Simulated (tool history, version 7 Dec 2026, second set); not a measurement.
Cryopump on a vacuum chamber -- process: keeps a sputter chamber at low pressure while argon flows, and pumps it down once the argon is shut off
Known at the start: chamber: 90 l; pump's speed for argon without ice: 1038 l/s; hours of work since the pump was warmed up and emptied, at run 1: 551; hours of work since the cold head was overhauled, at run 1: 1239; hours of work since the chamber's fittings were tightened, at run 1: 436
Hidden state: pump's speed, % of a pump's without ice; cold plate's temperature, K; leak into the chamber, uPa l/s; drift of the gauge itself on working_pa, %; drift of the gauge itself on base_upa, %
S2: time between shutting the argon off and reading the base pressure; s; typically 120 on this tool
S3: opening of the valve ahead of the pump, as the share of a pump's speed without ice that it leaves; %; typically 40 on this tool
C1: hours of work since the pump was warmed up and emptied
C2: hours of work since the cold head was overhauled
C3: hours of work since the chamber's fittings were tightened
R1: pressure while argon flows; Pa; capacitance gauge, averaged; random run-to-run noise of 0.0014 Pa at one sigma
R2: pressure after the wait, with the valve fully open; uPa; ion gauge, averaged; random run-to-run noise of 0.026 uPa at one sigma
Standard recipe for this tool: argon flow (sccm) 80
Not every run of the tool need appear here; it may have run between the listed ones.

Run 1, hour 0.0: usual settings; C1 551; C2 1239; C3 436. Result: R1 0.3516 Pa, R2 2.14 uPa.
Run 2, hour 42.0: usual settings; C1 576; C2 1264; C3 461. Result: R1 0.3512 Pa, R2 2.15 uPa.
Run 3, hour 88.6: usual settings; C1 604; C2 1292; C3 489. Result: R1 0.3529 Pa, R2 2.19 uPa.
Run 4, hour 152.5: usual settings; C1 642; C2 1330; C3 528. Result: R1 0.3548 Pa, R2 2.41 uPa.
At hour 191.1: pump warmed up, emptied and cooled again.
Run 5, hour 215.4: usual settings; C1 15; C2 1365; C3 562. Result: R1 0.3283 Pa, R2 2.12 uPa.
Run 6, hour 302.2: usual settings; C1 67; C2 1417; C3 614. Result: R1 0.3323 Pa, R2 2.34 uPa.
Run 7, hour 357.8: usual settings; C1 100; C2 1450; C3 648. Result: R1 0.3325 Pa, R2 2.38 uPa.
Run 8, hour 434.3: usual settings; C1 146; C2 1496; C3 694. Result: R1 0.3365 Pa, R2 2.42 uPa.
Run 9, hour 486.5: usual settings; C1 177; C2 1527; C3 725. Result: R1 0.3337 Pa, R2 2.60 uPa.
Run 10, hour 561.1: usual settings but argon flow (sccm) 53; C1 222; C2 1572; C3 769. Result: R1 0.2249 Pa, R2 2.59 uPa.
Run 11, hour 641.0: usual settings but argon flow (sccm) 53; C1 270; C2 1620; C3 817. Result: R1 0.2246 Pa, R2 2.72 uPa.
Run 12, hour 688.6: usual settings but argon flow (sccm) 53; C1 298; C2 1649; C3 846. Result: R1 0.2260 Pa, R2 2.79 uPa.
Run 13, hour 751.9: usual settings; C1 336; C2 1686; C3 884. Result: R1 0.3428 Pa, R2 3.04 uPa.
Run 14, hour 821.9: usual settings; C1 378; C2 1728; C3 926. Result: R1 0.3450 Pa, R2 3.12 uPa.
Run 15, hour 878.8: usual settings; C1 412; C2 1762; C3 960. Result: R1 0.3464 Pa, R2 3.24 uPa.
Run 16, hour 920.3: usual settings but argon flow (sccm) 134; C1 437; C2 1787; C3 985. Result: R1 0.5771 Pa, R2 3.29 uPa.
Run 17, hour 994.0: usual settings but argon flow (sccm) 134; C1 481; C2 1831; C3 1029. Result: R1 0.5825 Pa, R2 3.38 uPa.
Run 18, hour 1069.4: usual settings but argon flow (sccm) 134, S2 78 s; C1 526; C2 1877; C3 1074. Result: R1 0.5858 Pa, R2 4.08 uPa.
Run 19, hour 1121.5: usual settings but S3 21 %; C1 557; C2 1908; C3 1105. Result: R1 0.6458 Pa, R2 3.62 uPa.
Run 20, hour 1186.6: usual settings but S3 21 %; C1 596; C2 1947; C3 1144. Result: R1 0.6495 Pa, R2 3.87 uPa.
At hour 1241.7: leaking fittings of the chamber tightened, without venting.
Run 21, hour 1262.2: usual settings but argon flow (sccm) 37, S2 85 s; C1 641; C2 1991; C3 12. Result: R1 0.1646 Pa, R2 1.63 uPa.
At hour 1304.9: pump warmed up, emptied and cooled again.
Run 22, hour 1354.1: usual settings but argon flow (sccm) 89, S3 33 %; C1 29; C2 2043; C3 64. Result: R1 0.4441 Pa, R2 1.34 uPa.
Run 23, hour 1437.4: usual settings but argon flow (sccm) 34, S2 115 s; C1 79; C2 2093; C3 114. Result: R1 0.1406 Pa, R2 1.44 uPa.
Run 24, hour 1476.7: usual settings but argon flow (sccm) 38, S2 24 s, S3 38 %; C1 103; C2 2117; C3 138. Result: R1 0.1672 Pa, R2 4.74 uPa.
Run 25, hour 1531.7: usual settings but argon flow (sccm) 52, S2 38 s, S3 55 %; C1 136; C2 2149; C3 171. Result: R1 0.1600 Pa, R2 3.27 uPa.
Run 26, hour 1595.9: usual settings but argon flow (sccm) 66, S2 250 s, S3 36 %; C1 174; C2 2188; C3 209. Result: R1 0.3089 Pa, R2 1.15 uPa.
Run 27, hour 1646.2: usual settings but argon flow (sccm) 72, S2 94 s; C1 204; C2 2218; C3 239. Result: R1 0.3023 Pa, R2 1.87 uPa.
Run 28, hour 1708.7: usual settings but argon flow (sccm) 88, S2 157 s, S3 15 %; C1 242; C2 2256; C3 277. Result: R1 0.9713 Pa, R2 1.58 uPa.
Run 29, hour 1791.2: usual settings but S2 68 s; C1 291; C2 2305; C3 326. Result: R1 0.3393 Pa, R2 2.48 uPa.
Run 30, hour 1867.6: usual settings but S2 42 s, S3 56 %; C1 337; C2 2351; C3 372. Result: R1 0.2487 Pa, R2 3.53 uPa.
Run 31, hour 1927.0: usual settings but argon flow (sccm) 118, S2 76 s, S3 35 %; C1 373; C2 2386; C3 408. Result: R1 0.5793 Pa, R2 2.51 uPa.
Run 32, hour 1975.7: usual settings but argon flow (sccm) 92, S2 26 s, S3 42 %; C1 402; C2 2416; C3 437. Result: R1 0.3766 Pa, R2 5.12 uPa.

Estimate the outcome of run 33 from the log above:
Run 33, hour 2057.8: usual settings but S2 88 s, S3 20 %; C1 451; C2 2465; C3 486. Result: R1 ?, R2 ?.

Run 33 produced R1 0.6745 Pa, R2 2.61 uPa.
Without the tool's hidden state the same run would have given R1 0.6536 Pa, R2 1.38 uPa.
